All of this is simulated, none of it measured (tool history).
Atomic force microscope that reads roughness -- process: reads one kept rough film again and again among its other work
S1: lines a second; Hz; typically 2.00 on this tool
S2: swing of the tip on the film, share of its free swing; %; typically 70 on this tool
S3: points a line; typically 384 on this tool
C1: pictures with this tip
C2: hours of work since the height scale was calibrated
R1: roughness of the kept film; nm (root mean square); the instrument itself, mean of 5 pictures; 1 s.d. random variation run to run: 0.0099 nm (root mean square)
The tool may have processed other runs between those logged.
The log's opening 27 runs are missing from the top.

run    hour    S1  S2   S3   C1   C2     R1
 28   640.3  0.73  67  633  128   64  2.237
 29   657.5  2.75  70  311  144   73  2.036
 30   670.3  3.73  70  753  156   80  1.990
 31   698.2  3.73  88  501  183   95  1.677
 32   721.7  3.73  88  501  206  107  1.669
 33   743.9  3.03  88  837  227  119  1.713
 34   756.9  1.99  85  651  240  126  1.874
 35   770.5  2.07  70  715  253  133  2.016
 36   798.6  2.00  81  384  280  148  1.879
 37   828.2  2.00  84  484  308  164  1.829
 38   853.8  2.00  84  484  333  178  1.806
 39   871.8  2.00  84  484  350  188  1.797
 40   892.3  2.00  84  484  370  199  1.790
      903.9  -- new tip fitted
 41   923.6  1.63  59  354   19  215  2.319
 42   943.0  3.33  79  601   38  225  1.989
 43   956.6  2.00  77  798   51  233  2.137
 44   978.0  2.00  77  798   71  244  2.114
 45   993.4  2.18  88  446   86  252  1.932
 46  1011.6  2.18  86  376  104  262  1.947
 47  1033.9  2.04  69  953  125  274  2.131
 48  1056.8  2.04  69  953  147  286  2.094
 49  1074.0  2.04  69  953  163  295  2.086
 50  1091.0  2.04  85  858  180  304  1.917
 51  1105.8  2.00  70  345  194  312  2.017
 52  1130.3  2.00  70  345  218  325  2.031

Forecast each of these 4 alternatives for the next run:
  A  1151.6  0.67  66  966  238  337   ?
  B  1151.6  2.00  70  514  238  337   ?
  C  1151.6  3.55  70  384  238  337   ?
  D  1151.6  2.00  89  334  238  337   ?

run     R1
  A  2.113
  B  2.028
  C  1.912
  D  1.809
Without the tool's unlogged condition, the same runs would have read:
run     R1
  A  2.394
  B  2.297
  C  2.165
  D  2.050
